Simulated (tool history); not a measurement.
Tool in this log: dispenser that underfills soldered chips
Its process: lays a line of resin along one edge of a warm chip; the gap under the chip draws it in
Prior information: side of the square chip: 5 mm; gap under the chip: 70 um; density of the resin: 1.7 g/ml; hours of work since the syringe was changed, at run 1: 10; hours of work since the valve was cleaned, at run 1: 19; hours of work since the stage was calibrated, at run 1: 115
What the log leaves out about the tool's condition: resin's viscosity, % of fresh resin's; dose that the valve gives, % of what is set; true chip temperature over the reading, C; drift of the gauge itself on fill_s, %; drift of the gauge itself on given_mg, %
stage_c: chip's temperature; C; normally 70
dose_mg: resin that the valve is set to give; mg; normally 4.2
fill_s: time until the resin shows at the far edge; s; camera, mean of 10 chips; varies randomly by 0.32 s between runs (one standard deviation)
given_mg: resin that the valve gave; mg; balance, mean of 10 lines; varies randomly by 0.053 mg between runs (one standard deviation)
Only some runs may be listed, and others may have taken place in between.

| run | day | stage_c | dose_mg | hours of work since the syringe was changed | hours of work since the valve was cleaned | hours of work since the stage was calibrated | fill_s | given_mg |
|---|---|---|---|---|---|---|---|---|
| 1 | 0.000 | 70 | 4.2 | 10 | 19 | 115 | 13.9 | 4.11 |
| 2 | 0.083 | 70 | 4.2 | 11 | 20 | 116 | 15.3 | 4.15 |
|  | 0.133 | new syringe of resin |
| 3 | 0.275 | 70 | 4.2 | 2 | 23 | 119 | 10.4 | 4.16 |
| 4 | 0.362 | 83 | 4.2 | 4 | 24 | 120 | 6.6 | 4.11 |
| 5 | 0.508 | 83 | 4.2 | 6 | 27 | 123 | 7.2 | 4.16 |
| 6 | 0.617 | 83 | 4.2 | 8 | 28 | 124 | 8.5 | 4.01 |
| 7 | 0.775 | 83 | 4.2 | 10 | 31 | 127 | 8.6 | 4.01 |
|  | 0.904 | new syringe of resin |
| 8 | 0.950 | 83 | 4.2 | 1 | 33 | 130 | 5.7 | 4.03 |
| 9 | 1.071 | 83 | 4.2 | 3 | 35 | 131 | 6.4 | 4.03 |
| 10 | 1.217 | 83 | 4.2 | 5 | 38 | 134 | 6.8 | 4.11 |
| 11 | 1.333 | 83 | 4.2 | 7 | 40 | 136 | 8.2 | 3.97 |
| 12 | 1.483 | 83 | 4.2 | 9 | 42 | 138 | 8.2 | 3.94 |
| 13 | 1.567 | 83 | 4.2 | 10 | 43 | 139 | 9.5 | 4.04 |
|  | 1.667 | new syringe of resin |
| 14 | 1.683 | 68 | 4.2 | 0 | 45 | 141 | 11.0 | 3.93 |
| 15 | 1.767 | 68 | 4.2 | 2 | 46 | 142 | 11.3 | 3.96 |
| 16 | 1.933 | 68 | 4.2 | 4 | 49 | 145 | 12.7 | 3.89 |
| 17 | 2.096 | 68 | 4.2 | 7 | 51 | 147 | 13.5 | 4.06 |
| 18 | 2.175 | 68 | 4.2 | 8 | 53 | 149 | 14.7 | 3.99 |
| 19 | 2.342 | 68 | 4.2 | 11 | 55 | 151 | 15.8 | 4.03 |
|  | 2.429 | new syringe of resin |
| 20 | 2.529 | 68 | 4.2 | 2 | 58 | 154 | 11.3 | 4.00 |
| 21 | 2.696 | 56 | 4.8 | 4 | 61 | 157 | 19.5 | 4.42 |

Expected results for the next run?
| 22 | 2.792 | 83 | 4.8 | 6 | 62 | 158 | ? | ? |

fill_s: 7.2 s
given_mg: 4.63 mg
Were there no unlogged condition in the tool, this run, its random variation unchanged, would have produced fill_s 6.1 s, given_mg 4.92 mg.

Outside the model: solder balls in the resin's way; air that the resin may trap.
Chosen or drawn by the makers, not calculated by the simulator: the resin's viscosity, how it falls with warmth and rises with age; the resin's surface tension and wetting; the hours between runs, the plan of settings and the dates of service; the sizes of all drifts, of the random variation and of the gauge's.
